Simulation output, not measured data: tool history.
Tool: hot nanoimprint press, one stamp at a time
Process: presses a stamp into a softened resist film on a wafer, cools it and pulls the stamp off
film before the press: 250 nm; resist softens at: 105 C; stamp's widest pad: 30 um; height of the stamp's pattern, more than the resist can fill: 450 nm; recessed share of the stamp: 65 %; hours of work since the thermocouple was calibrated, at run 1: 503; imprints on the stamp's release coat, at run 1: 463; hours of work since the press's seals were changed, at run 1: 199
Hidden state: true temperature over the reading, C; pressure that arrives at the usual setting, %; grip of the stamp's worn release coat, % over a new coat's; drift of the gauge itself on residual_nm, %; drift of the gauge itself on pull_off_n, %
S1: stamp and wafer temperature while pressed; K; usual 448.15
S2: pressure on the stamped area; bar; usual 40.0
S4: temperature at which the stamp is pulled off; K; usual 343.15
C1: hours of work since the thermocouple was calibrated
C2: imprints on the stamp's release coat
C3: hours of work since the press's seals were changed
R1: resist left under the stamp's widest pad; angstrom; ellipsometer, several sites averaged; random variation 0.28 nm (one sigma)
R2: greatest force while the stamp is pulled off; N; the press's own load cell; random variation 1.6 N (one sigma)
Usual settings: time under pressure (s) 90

{"run": 1, "hour": 0.0, "S1": 448.15, "S2": 40.0, "time under pressure (s)": 90, "S4": 343.15, "C1": 503, "C2": 463, "C3": 199, "R1": 1076, "R2": 112}
{"run": 2, "hour": 9.5, "S1": 448.15, "S2": 40.0, "time under pressure (s)": 90, "S4": 343.15, "C1": 510, "C2": 503, "C3": 206, "R1": 1075, "R2": 110}
{"run": 3, "hour": 25.5, "S1": 448.15, "S2": 40.0, "time under pressure (s)": 90, "S4": 343.15, "C1": 520, "C2": 571, "C3": 217, "R1": 1075, "R2": 109}
{"run": 4, "hour": 37.7, "S1": 448.15, "S2": 40.0, "time under pressure (s)": 90, "S4": 343.15, "C1": 529, "C2": 623, "C3": 225, "R1": 1074, "R2": 110}
{"run": 5, "hour": 51.8, "S1": 448.15, "S2": 31.9, "time under pressure (s)": 90, "S4": 343.15, "C1": 538, "C2": 683, "C3": 234, "R1": 1219, "R2": 111}
{"run": 6, "hour": 61.1, "S1": 448.15, "S2": 31.9, "time under pressure (s)": 90, "S4": 335.15, "C1": 545, "C2": 723, "C3": 241, "R1": 1225, "R2": 132}
{"hour": 66.1, "done": "plate thermocouple calibrated"}
{"run": 7, "hour": 83.2, "S1": 448.15, "S2": 31.9, "time under pressure (s)": 90, "S4": 335.15, "C1": 12, "C2": 803, "C3": 254, "R1": 1220, "R2": 130}
{"run": 8, "hour": 95.7, "S1": 448.15, "S2": 31.9, "time under pressure (s)": 90, "S4": 335.15, "C1": 20, "C2": 857, "C3": 262, "R1": 1223, "R2": 128}
{"run": 9, "hour": 115.9, "S1": 438.15, "S2": 40.0, "time under pressure (s)": 90, "S4": 343.15, "C1": 34, "C2": 942, "C3": 276, "R1": 1446, "R2": 110}
{"hour": 125.9, "done": "stamp cleaned and given a new release coat"}
{"run": 10, "hour": 142.4, "S1": 438.15, "S2": 40.0, "time under pressure (s)": 90, "S4": 343.15, "C1": 48, "C2": 69, "C3": 290, "R1": 1443, "R2": 111}
{"run": 11, "hour": 162.5, "S1": 438.15, "S2": 40.0, "time under pressure (s)": 90, "S4": 343.15, "C1": 62, "C2": 155, "C3": 304, "R1": 1441, "R2": 114}
{"run": 12, "hour": 183.7, "S1": 438.15, "S2": 40.0, "time under pressure (s)": 90, "S4": 343.15, "C1": 76, "C2": 245, "C3": 318, "R1": 1442, "R2": 113}
{"run": 13, "hour": 200.7, "S1": 448.15, "S2": 48.2, "time under pressure (s)": 90, "S4": 343.15, "C1": 88, "C2": 317, "C3": 330, "R1": 971, "R2": 114}
{"run": 14, "hour": 210.1, "S1": 448.15, "S2": 48.2, "time under pressure (s)": 90, "S4": 343.15, "C1": 94, "C2": 357, "C3": 336, "R1": 972, "R2": 112}
{"run": 15, "hour": 227.5, "S1": 448.15, "S2": 48.2, "time under pressure (s)": 90, "S4": 343.15, "C1": 106, "C2": 430, "C3": 348, "R1": 976, "R2": 113}
{"run": 16, "hour": 238.6, "S1": 448.15, "S2": 30.9, "time under pressure (s)": 90, "S4": 345.15, "C1": 114, "C2": 478, "C3": 356, "R1": 1244, "R2": 106}
{"run": 17, "hour": 252.1, "S1": 448.15, "S2": 30.9, "time under pressure (s)": 90, "S4": 345.15, "C1": 123, "C2": 535, "C3": 365, "R1": 1245, "R2": 106}
{"run": 18, "hour": 268.8, "S1": 448.15, "S2": 40.0, "time under pressure (s)": 90, "S4": 339.15, "C1": 134, "C2": 606, "C3": 376, "R1": 1086, "R2": 124}
{"run": 19, "hour": 281.4, "S1": 446.15, "S2": 52.4, "time under pressure (s)": 179, "S4": 343.15, "C1": 143, "C2": 659, "C3": 385, "R1": 776, "R2": 113}
{"run": 20, "hour": 292.4, "S1": 448.15, "S2": 39.5, "time under pressure (s)": 79, "S4": 343.15, "C1": 150, "C2": 706, "C3": 393, "R1": 1139, "R2": 111}
{"run": 21, "hour": 314.2, "S1": 448.15, "S2": 39.5, "time under pressure (s)": 79, "S4": 343.15, "C1": 165, "C2": 799, "C3": 407, "R1": 1140, "R2": 112}
{"run": 22, "hour": 325.3, "S1": 448.15, "S2": 39.5, "time under pressure (s)": 79, "S4": 343.15, "C1": 173, "C2": 846, "C3": 415, "R1": 1141, "R2": 112}
{"run": 23, "hour": 337.0, "S1": 446.15, "S2": 39.5, "time under pressure (s)": 79, "S4": 336.15, "C1": 181, "C2": 895, "C3": 423, "R1": 1200, "R2": 128}
{"run": 24, "hour": 350.5, "S1": 455.15, "S2": 40.0, "time under pressure (s)": 48, "S4": 341.15, "C1": 190, "C2": 953, "C3": 432, "R1": 1097, "R2": 119}
{"hour": 358.5, "done": "stamp cleaned and given a new release coat"}
{"run": 25, "hour": 365.8, "S1": 455.15, "S2": 40.0, "time under pressure (s)": 48, "S4": 341.15, "C1": 197, "C2": 31, "C3": 439, "R1": 1101, "R2": 115}
{"run": 26, "hour": 381.5, "S1": 455.15, "S2": 40.0, "time under pressure (s)": 48, "S4": 341.15, "C1": 207, "C2": 98, "C3": 449, "R1": 1099, "R2": 116}
{"run": 27, "hour": 403.3, "S1": 456.15, "S2": 59.6, "time under pressure (s)": 173, "S4": 343.15, "C1": 222, "C2": 191, "C3": 464, "R1": 535, "R2": 111}
{"run": 28, "hour": 421.1, "S1": 439.15, "S2": 37.0, "time under pressure (s)": 179, "S4": 343.15, "C1": 234, "C2": 266, "C3": 476, "R1": 1182, "R2": 108}
{"run": 29, "hour": 435.3, "S1": 439.15, "S2": 37.0, "time under pressure (s)": 179, "S4": 343.15, "C1": 244, "C2": 326, "C3": 486, "R1": 1188, "R2": 112}

5 ways to go on from here, each from the tool as it stands after run 29. What would each give?
{"run": "A", "hour": 456.2, "S1": 448.15, "S2": 40.0, "time under pressure (s)": 57, "S4": 349.15, "C1": 258, "C2": 415, "C3": 500, "R1": "?", "R2": "?"}
{"run": "B", "hour": 456.2, "S1": 449.15, "S2": 56.2, "time under pressure (s)": 90, "S4": 346.15, "C1": 258, "C2": 415, "C3": 500, "R1": "?", "R2": "?"}
{"run": "C", "hour": 456.2, "S1": 439.15, "S2": 37.0, "time under pressure (s)": 82, "S4": 343.15, "C1": 258, "C2": 415, "C3": 500, "R1": "?", "R2": "?"}
{"run": "D", "hour": 456.2, "S1": 439.15, "S2": 42.2, "time under pressure (s)": 53, "S4": 351.15, "C1": 258, "C2": 415, "C3": 500, "R1": "?", "R2": "?"}
{"run": "E", "hour": 456.2, "S1": 439.15, "S2": 42.8, "time under pressure (s)": 107, "S4": 335.15, "C1": 258, "C2": 415, "C3": 500, "R1": "?", "R2": "?"}

run=A R1=1259 R2=97
run=B R1=865 R2=108
run=C R1=1510 R2=111
run=D R1=1592 R2=93
run=E R1=1289 R2=132
Without the tool's hidden state the same runs would have given:
run=A R1=1247 R2=97
run=B R1=856 R2=108
run=C R1=1496 R2=111
run=D R1=1577 R2=93
run=E R1=1277 R2=132

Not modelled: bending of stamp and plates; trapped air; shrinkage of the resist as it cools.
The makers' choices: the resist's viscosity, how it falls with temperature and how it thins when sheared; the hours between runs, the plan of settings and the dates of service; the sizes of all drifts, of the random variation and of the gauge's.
